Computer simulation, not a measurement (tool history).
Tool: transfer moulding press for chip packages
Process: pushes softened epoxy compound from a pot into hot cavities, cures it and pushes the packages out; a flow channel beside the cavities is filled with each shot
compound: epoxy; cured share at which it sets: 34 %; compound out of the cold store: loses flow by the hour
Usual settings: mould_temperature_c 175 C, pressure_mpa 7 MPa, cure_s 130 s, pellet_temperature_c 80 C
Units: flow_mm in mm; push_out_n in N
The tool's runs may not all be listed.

| run | hour | mould_temperature_c | pressure_mpa | cure_s | pellet_temperature_c | incoming compound's hours out of the cold store | flow_mm | push_out_n |
|---|---|---|---|---|---|---|---|---|
| 1 | 0 | 175 | 7 | 130 | 80 | 33.6 | 647 | 346 |
|  | 36.1 | plunger's sealing rings changed |
|  | 77.8 | cavities cleaned with cleaning compound and waxed |
| 2 | 84.2 | 175 | 7 | 130 | 80 | 47.4 | 603 | 380 |
| 3 | 120.3 | 172 | 7 | 130 | 80 | 42.3 | 628 | 675 |
|  | 148.3 | cavities cleaned with cleaning compound and waxed |
| 4 | 203.4 | 172 | 7 | 130 | 80 | 42.9 | 618 | 655 |
|  | 222.7 | cavities cleaned with cleaning compound and waxed |
| 5 | 245.9 | 172 | 7 | 130 | 80 | 12.2 | 753 | 654 |
|  | 300.3 | cavities cleaned with cleaning compound and waxed |
|  | 315.3 | plunger's sealing rings changed |
| 6 | 315.5 | 172 | 7 | 130 | 80 | 27.9 | 699 | 545 |
|  | 376.7 | cavities cleaned with cleaning compound and waxed |
| 7 | 382.5 | 175 | 7 | 130 | 88 | 26.5 | 691 | 377 |
|  | 450.6 | cavities cleaned with cleaning compound and waxed |
| 8 | 466.8 | 175 | 7 | 130 | 88 | 12.5 | 747 | 457 |
|  | 521.1 | cavities cleaned with cleaning compound and waxed |
| 9 | 530.6 | 175 | 7 | 117 | 87 | 33.2 | 641 | 500 |
|  | 593.9 | plunger's sealing rings changed |
|  | 595.4 | cavities cleaned with cleaning compound and waxed |
| 10 | 595.4 | 175 | 7 | 117 | 87 | 31.2 | 673 | 399 |
| 11 | 652.9 | 173 | 7 | 110 | 80 | 20.1 | 730 | 894 |
|  | 671.2 | cavities cleaned with cleaning compound and waxed |
|  | 741.5 | cavities cleaned with cleaning compound and waxed |
|  | 746.4 | mould's thermocouples calibrated |
| 12 | 746.4 | 173 | 7 | 110 | 80 | 27.6 | 682 | 631 |
|  | 814.5 | cavities cleaned with cleaning compound and waxed |
| 13 | 822.8 | 175 | 7 | 130 | 78 | 47.9 | 586 | 407 |
|  | 872.9 | plunger's sealing rings changed |
| 14 | 882.5 | 175 | 7 | 124 | 78 | 37.6 | 646 | 623 |
|  | 891.4 | cavities cleaned with cleaning compound and waxed |
|  | 961.9 | cavities cleaned with cleaning compound and waxed |
| 15 | 961.9 | 175 | 7 | 124 | 78 | 13.8 | 750 | 412 |

5 ways to go on from here, each from the tool as it stands after run 15. What would each give?
| A | 1025 | 172 | 7.7 | 130 | 75 | 18.4 | ? | ? |
| B | 1025 | 175 | 8.3 | 143 | 87 | 19.6 | ? | ? |
| C | 1025 | 175 | 7 | 118 | 78 | 35.9 | ? | ? |
| D | 1025 | 175 | 7 | 115 | 78 | 9.7 | ? | ? |
| E | 1025 | 169 | 7 | 128 | 78 | 18.8 | ? | ? |

| run | flow_mm | push_out_n |
|---|---|---|
| A | 768 | 701 |
| B | 774 | 492 |
| C | 638 | 667 |
| D | 760 | 797 |
| E | 737 | 992 |
Without the tool's hidden state the same runs would have given:
| run | flow_mm | push_out_n |
|---|---|---|
| A | 789 | 440 |
| B | 794 | 302 |
| C | 655 | 419 |
| D | 780 | 501 |
| E | 757 | 620 |

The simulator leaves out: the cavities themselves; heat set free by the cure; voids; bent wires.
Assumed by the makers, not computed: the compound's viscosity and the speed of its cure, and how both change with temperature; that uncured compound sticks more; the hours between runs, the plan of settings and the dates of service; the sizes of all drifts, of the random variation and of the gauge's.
